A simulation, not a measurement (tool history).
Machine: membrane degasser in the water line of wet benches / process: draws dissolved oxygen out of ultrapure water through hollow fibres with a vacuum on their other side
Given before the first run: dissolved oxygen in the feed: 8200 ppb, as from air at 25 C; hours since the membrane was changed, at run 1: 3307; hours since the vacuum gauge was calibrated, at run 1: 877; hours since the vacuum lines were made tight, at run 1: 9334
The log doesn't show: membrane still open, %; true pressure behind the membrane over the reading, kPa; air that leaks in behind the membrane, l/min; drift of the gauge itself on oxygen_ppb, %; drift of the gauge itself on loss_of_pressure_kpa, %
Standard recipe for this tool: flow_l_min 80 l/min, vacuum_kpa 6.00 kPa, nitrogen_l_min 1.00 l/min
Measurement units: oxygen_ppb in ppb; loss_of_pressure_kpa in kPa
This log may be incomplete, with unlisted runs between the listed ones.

run	hour	flow_l_min	vacuum_kpa	nitrogen_l_min	hours since the membrane was changed	hours since the vacuum gauge was calibrated	hours since the vacuum lines were made tight	oxygen_ppb	loss_of_pressure_kpa
1	0.0	80	6.00	1.00	3307	877	9334	387.1	55.93
2	109.2	80	6.00	1.00	3416	986	9443	382.8	56.26
3	216.4	80	6.00	1.00	3523	1093	9550	385.7	55.80
4	338.0	80	6.00	0.42	3645	1215	9672	601.9	56.06
5	442.0	80	6.00	0.42	3749	1319	9776	603.1	55.46
6	559.4	80	6.00	0.42	3866	1436	9893	603.5	56.22
7	637.6	80	6.00	0.42	3944	1514	9972	603.5	55.93
8	762.8	80	6.00	0.42	4070	1639	10097	605.8	56.43
9	885.8	80	3.80	1.00	4193	1762	10220	106.7	56.70
10	960.8	80	6.00	2.15	4267	1837	10295	232.0	56.20
11	1047.2	80	6.00	2.15	4354	1924	10381	232.8	56.07
12	1161.0	80	6.00	2.15	4468	2038	10495	233.6	56.51
13	1260.5	80	6.00	1.00	4567	2137	10594	385.7	56.72
14	1369.4	80	6.00	1.00	4676	2246	10703	388.7	56.24
15	1439.5	80	6.00	1.00	4746	2316	10773	387.6	56.51
16	1544.7	80	6.00	1.12	4851	2421	10879	362.2	56.39
17	1604.3	105	5.75	0.40	4911	2481	10938	677.7	73.48
# hour 1616.2: vacuum gauge calibrated
18	1679.6	105	5.75	0.78	4986	63	11013	523.1	74.30
19	1779.3	105	10.26	2.80	5086	163	11113	578.7	74.47
20	1853.8	105	10.26	2.80	5160	238	11187	581.0	73.65
21	1929.9	105	10.26	2.80	5236	314	11263	581.2	74.15
22	2033.5	110	5.74	1.93	5340	417	11367	348.1	77.83
# hour 2116.3: vacuum gauge calibrated, once more
23	2116.3	116	5.11	0.82	5422	0	11449	442.2	81.66
24	2193.4	96	6.00	1.02	5499	77	11526	447.1	67.94
25	2261.5	73	6.00	0.59	5567	145	11594	478.2	51.57
26	2356.4	73	6.00	0.59	5662	240	11689	479.8	51.59
27	2414.9	73	6.00	0.59	5721	299	11748	479.6	51.83
28	2545.4	73	6.00	0.59	5851	429	11878	478.7	51.59
29	2624.0	73	6.00	0.59	5930	508	11957	479.9	51.43
30	2762.5	73	6.00	0.59	6068	646	12095	483.3	51.47
31	2832.1	92	6.00	1.18	6138	716	12165	397.5	65.32
32	2966.2	92	4.79	1.74	6272	850	12299	199.9	65.26

A few steps of oxygen_ppb between consecutive runs. Split each: what settings, incoming material and random variation would produce without the hidden state, and what is left over for the hidden state, along with gauge scatter present in only one of the two compared results (measured, and without hidden state):
Run 8 -> 9: vacuum_kpa 6.00 -> 3.80, nitrogen_l_min 0.42 -> 1.00. oxygen_ppb -499.1 ppb: hidden state +8.7, all else -507.8.
Run 16 -> 17: flow_l_min 80 -> 105, vacuum_kpa 6.00 -> 5.75, nitrogen_l_min 1.12 -> 0.40. oxygen_ppb +315.5 ppb: hidden state -0.1, all else +315.6.
Run 21 -> 22: flow_l_min 105 -> 110, vacuum_kpa 10.26 -> 5.74, nitrogen_l_min 2.80 -> 1.93. oxygen_ppb -233.1 ppb: hidden state +2.6, all else -235.7.
Run 22 -> 23: flow_l_min 110 -> 116, vacuum_kpa 5.74 -> 5.11, nitrogen_l_min 1.93 -> 0.82, vacuum gauge calibrated, once more. oxygen_ppb +94.1 ppb: hidden state -8.8, all else +102.9.
Run 30 -> 31: flow_l_min 73 -> 92, nitrogen_l_min 0.59 -> 1.18. oxygen_ppb -85.8 ppb: hidden state +8.0, all else -93.8.
